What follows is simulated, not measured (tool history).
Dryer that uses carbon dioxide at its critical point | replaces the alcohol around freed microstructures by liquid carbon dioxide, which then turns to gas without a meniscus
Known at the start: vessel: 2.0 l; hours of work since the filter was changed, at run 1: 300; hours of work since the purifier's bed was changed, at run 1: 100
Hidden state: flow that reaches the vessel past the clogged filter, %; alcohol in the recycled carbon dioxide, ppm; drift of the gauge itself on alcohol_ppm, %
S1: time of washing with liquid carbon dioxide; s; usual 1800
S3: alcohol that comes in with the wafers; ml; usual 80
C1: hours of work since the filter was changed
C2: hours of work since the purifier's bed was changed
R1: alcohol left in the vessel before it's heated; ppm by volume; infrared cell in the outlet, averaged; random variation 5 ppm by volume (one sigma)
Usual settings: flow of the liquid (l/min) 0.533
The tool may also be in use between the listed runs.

Run 1, hour 0.0: usual settings; C1 300; C2 100. Result: R1 39 ppm by volume.
Run 2, hour 15.2: usual settings; C1 307; C2 107. Result: R1 47 ppm by volume.
Run 3, hour 40.1: usual settings; C1 320; C2 120. Result: R1 50 ppm by volume.
Run 4, hour 53.0: usual settings; C1 326; C2 126. Result: R1 49 ppm by volume.
Run 5, hour 69.3: usual settings; C1 335; C2 135. Result: R1 64 ppm by volume.
Run 6, hour 83.3: usual settings; C1 342; C2 142. Result: R1 53 ppm by volume.
Run 7, hour 104.3: usual settings; C1 352; C2 152. Result: R1 69 ppm by volume.
Run 8, hour 131.7: usual settings; C1 366; C2 166. Result: R1 51 ppm by volume.
Run 9, hour 152.3: usual settings; C1 376; C2 177. Result: R1 73 ppm by volume.
Run 10, hour 164.1: usual settings; C1 382; C2 182. Result: R1 66 ppm by volume.
Run 11, hour 183.7: usual settings; C1 392; C2 192. Result: R1 57 ppm by volume.
Run 12, hour 203.6: usual settings; C1 402; C2 202. Result: R1 69 ppm by volume.
Run 13, hour 219.1: usual settings but flow of the liquid (l/min) 0.339; C1 410; C2 210. Result: R1 439 ppm by volume.
Run 14, hour 235.3: usual settings but S1 1260 s, flow of the liquid (l/min) 0.352, S3 85 ml; C1 418; C2 218. Result: R1 1562 ppm by volume.
Run 15, hour 252.0: usual settings but S1 1500 s, flow of the liquid (l/min) 0.472, S3 85 ml; C1 427; C2 227. Result: R1 247 ppm by volume.
Run 16, hour 276.6: usual settings but S1 1500 s, flow of the liquid (l/min) 0.472, S3 85 ml; C1 439; C2 239. Result: R1 260 ppm by volume.
Run 17, hour 298.9: usual settings but S1 1500 s, flow of the liquid (l/min) 0.428, S3 28 ml; C1 450; C2 250. Result: R1 168 ppm by volume.
Run 18, hour 322.0: usual settings but flow of the liquid (l/min) 0.358, S3 51 ml; C1 462; C2 262. Result: R1 263 ppm by volume.
Run 19, hour 347.0: usual settings but S1 1140 s, flow of the liquid (l/min) 0.334, S3 51 ml; C1 474; C2 275. Result: R1 1543 ppm by volume.
Run 20, hour 368.2: usual settings but S1 2520 s, flow of the liquid (l/min) 0.813; C1 485; C2 285. Result: R1 50 ppm by volume.
Run 21, hour 393.0: usual settings but flow of the liquid (l/min) 0.838, S3 57 ml; C1 498; C2 298. Result: R1 46 ppm by volume.
Run 22, hour 405.8: usual settings but flow of the liquid (l/min) 0.838, S3 57 ml; C1 504; C2 304. Result: R1 44 ppm by volume.
Run 23, hour 422.6: usual settings but S1 1740 s, flow of the liquid (l/min) 0.448, S3 108 ml; C1 513; C2 313. Result: R1 239 ppm by volume.
Run 24, hour 448.0: usual settings but flow of the liquid (l/min) 0.846; C1 525; C2 325. Result: R1 50 ppm by volume.
Run 25, hour 468.1: usual settings but flow of the liquid (l/min) 0.846; C1 535; C2 336. Result: R1 49 ppm by volume.

The same runs without the tool's hidden state, with the same run-to-run variation:
run    R1
  1    14
  2    19
  3    21
  4    19
  5    32
  6    19
  7    33
  8    13
  9    33
 10    24
 11    15
 12    23
 13   244
 14  1036
 15   112
 16   117
 17    75
 18   126
 19  1024
 20    10
 21     4
 22     3
 23    90
 24     6
 25     3
